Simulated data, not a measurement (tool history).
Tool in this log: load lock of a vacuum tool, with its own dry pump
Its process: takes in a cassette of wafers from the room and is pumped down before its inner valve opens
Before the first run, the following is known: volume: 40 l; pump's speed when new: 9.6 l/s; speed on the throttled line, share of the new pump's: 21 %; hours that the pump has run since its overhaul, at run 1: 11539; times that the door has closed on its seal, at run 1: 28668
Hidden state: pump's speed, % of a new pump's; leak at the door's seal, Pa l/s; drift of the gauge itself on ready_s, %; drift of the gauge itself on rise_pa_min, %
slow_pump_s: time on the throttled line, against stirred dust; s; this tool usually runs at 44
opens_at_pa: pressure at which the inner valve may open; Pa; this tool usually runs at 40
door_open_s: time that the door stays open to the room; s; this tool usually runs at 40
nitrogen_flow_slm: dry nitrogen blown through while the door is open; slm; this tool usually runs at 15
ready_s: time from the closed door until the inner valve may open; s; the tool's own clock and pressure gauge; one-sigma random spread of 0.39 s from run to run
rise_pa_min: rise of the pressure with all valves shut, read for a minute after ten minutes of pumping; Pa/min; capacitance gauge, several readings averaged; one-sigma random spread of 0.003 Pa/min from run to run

run,day,slow_pump_s,opens_at_pa,door_open_s,nitrogen_flow_slm,hours that the pump has run since its overhaul,times that the door has closed on its seal,"incoming humidity of the room's air, %",ready_s,rise_pa_min
1,0.000,44,40,40,15,11539,28668,43.8,70.4,0.120
2,13.354,44,40,40,15,11859,30216,39.4,69.5,0.114
3,23.646,44,40,40,15,12106,31409,45.0,70.0,0.132
4,33.862,44,40,40,15,12352,32594,42.4,70.0,0.126
5,45.004,26,40,40,15,12619,33886,46.4,56.2,0.136
6,63.438,26,40,40,15,13061,36023,44.1,56.4,0.153
7,86.671,26,40,40,15,13619,38716,45.4,56.2,0.164
8,105.325,26,40,40,15,14067,40878,46.5,56.6,0.177
9,123.979,44,40,40,15,14514,43041,40.0,71.0,0.183
10,136.921,44,40,40,15,14825,44541,48.2,71.0,0.203
11,156.071,44,40,40,15,15285,46761,47.6,70.9,0.210
12,168.454,44,40,40,15,15582,48197,47.6,70.6,0.221
13,180.654,24,40,40,15,15875,49611,42.6,55.8,0.221
# day 192.125: door's seal changed, seat wiped
14,196.225,24,40,40,15,16247,475,41.6,56.3,0.029
15,214.592,24,40,40,15,16688,2604,48.2,55.7,0.039
16,238.475,44,40,40,15,17261,5373,44.8,71.0,0.045
17,259.079,44,40,40,15,17755,7762,44.9,70.8,0.046
18,269.112,44,40,40,15,17996,8925,48.0,71.0,0.050
19,283.254,44,40,83,15,18335,10564,42.6,70.6,0.058
20,295.562,44,40,83,15,18631,11991,46.5,71.3,0.067
21,310.208,44,40,25,7,18982,13689,44.3,71.6,0.061
22,326.283,69,40,43,7,19368,15552,44.3,90.5,0.078
23,345.900,69,68,43,16,19839,17826,43.1,88.6,0.072
24,366.554,69,68,43,16,20335,20221,47.0,87.4,0.073
25,382.921,69,68,43,16,20727,22118,45.8,88.6,0.085
26,403.817,38,37,36,6,21229,24541,42.8,67.8,0.099
27,426.025,35,40,40,39,21762,27115,41.7,65.4,0.081
28,442.746,44,36,40,16,22163,29053,44.5,72.8,0.109
29,465.608,67,72,40,27,22712,31704,46.4,86.0,0.104
30,479.458,67,72,40,27,23044,33309,45.4,86.7,0.117
31,499.421,67,72,32,27,23523,35624,47.8,87.2,0.122
32,509.317,47,28,140,37,23761,36771,46.2,76.8,0.134
33,519.033,44,56,118,17,23994,37897,44.8,71.0,0.157
34,529.354,44,56,118,17,24242,39094,43.7,70.5,0.158
35,544.612,44,29,175,15,24608,40863,43.9,75.0,0.179
36,555.346,32,40,154,15,24866,42107,43.5,63.9,0.182
# day 560.650: dry pump taken out, an overhauled one fitted
37,577.183,44,73,40,15,397,44610,46.8,65.0,0.183

Hidden state at the last listed run before each entry between runs and at the first one after, where it differs:
Between runs 13 and 14: door's seal changed, seat wiped (day 192.125)
  pump's speed, % of a new pump's: 87.7 -> 87.4; leak at the door's seal, Pa l/s: 0.131 -> 0.003
  the result without the hidden state subtracted from the measured one, ready_s: +3.8 -> +4.0 s; rise_pa_min: +0.192 -> +0.001 Pa/min
Between runs 36 and 37: dry pump taken out, an overhauled one fitted (day 560.650)
  pump's speed, % of a new pump's: 81.2 -> 98.2; leak at the door's seal, Pa l/s: 0.0921 -> 0.1014
  the result without the hidden state subtracted from the measured one, ready_s: +6.0 -> +0.4 s; rise_pa_min: +0.136 -> +0.149 Pa/min
